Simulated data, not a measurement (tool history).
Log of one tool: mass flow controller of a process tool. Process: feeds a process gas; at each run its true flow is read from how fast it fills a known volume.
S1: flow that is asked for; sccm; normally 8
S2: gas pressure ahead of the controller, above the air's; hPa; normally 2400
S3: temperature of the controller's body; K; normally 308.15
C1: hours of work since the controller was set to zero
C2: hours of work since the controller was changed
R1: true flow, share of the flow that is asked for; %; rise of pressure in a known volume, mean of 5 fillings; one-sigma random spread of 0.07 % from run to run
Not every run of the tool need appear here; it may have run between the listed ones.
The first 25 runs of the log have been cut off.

run,hour,S1,S2,S3,C1,C2,R1
# hour 4596.4: gauge calibrated
26,4753.6,9,1910,302.15,2416,2416,98.58
27,4885.9,9,1930,302.15,2463,2463,98.55
28,5010.3,9,1930,302.15,2506,2506,98.39
29,5221.5,9,1930,302.15,2581,2581,98.46
30,5401.9,9,1930,302.15,2644,2644,98.22
31,5665.3,9,1930,302.15,2737,2737,98.10
32,5855.6,4,2060,302.15,2804,2804,97.54
33,6073.6,8,2400,294.15,2881,2881,98.09
34,6302.8,8,2400,294.15,2962,2962,98.07
35,6539.7,3,2400,294.15,3046,3046,97.33
36,6689.8,12,2380,299.15,3098,3098,97.83
37,6883.3,11,2790,298.15,3167,3167,97.53
38,7050.4,11,2790,298.15,3226,3226,97.48
39,7206.0,3,2790,295.15,3280,3280,96.72
40,7348.8,10,2790,308.15,3331,3331,96.58
41,7618.6,15,1480,308.15,3426,3426,97.56
42,7795.7,15,1480,308.15,3488,3488,97.49
43,8001.6,15,1480,308.15,3561,3561,97.40
44,8117.9,15,1480,308.15,3602,3602,97.26
45,8343.5,13,2530,308.15,3681,3681,96.49
46,8465.9,8,2400,300.15,3725,3725,96.52
47,8740.8,8,2400,300.15,3821,3821,96.42

Below are 4 alternative next runs, each starting from the tool's condition after run 47. Predict each:
A,8968.9,14,2700,309.15,3902,3902,?
B,8968.9,8,1590,308.15,3902,3902,?
C,8968.9,16,2770,312.15,3902,3902,?
D,8968.9,8,1720,300.15,3902,3902,?

run,R1
A,96.09
B,96.14
C,95.93
D,96.56
Without the tool's hidden state the same runs would have given:
run,R1
A,98.27
B,98.32
C,98.11
D,98.75
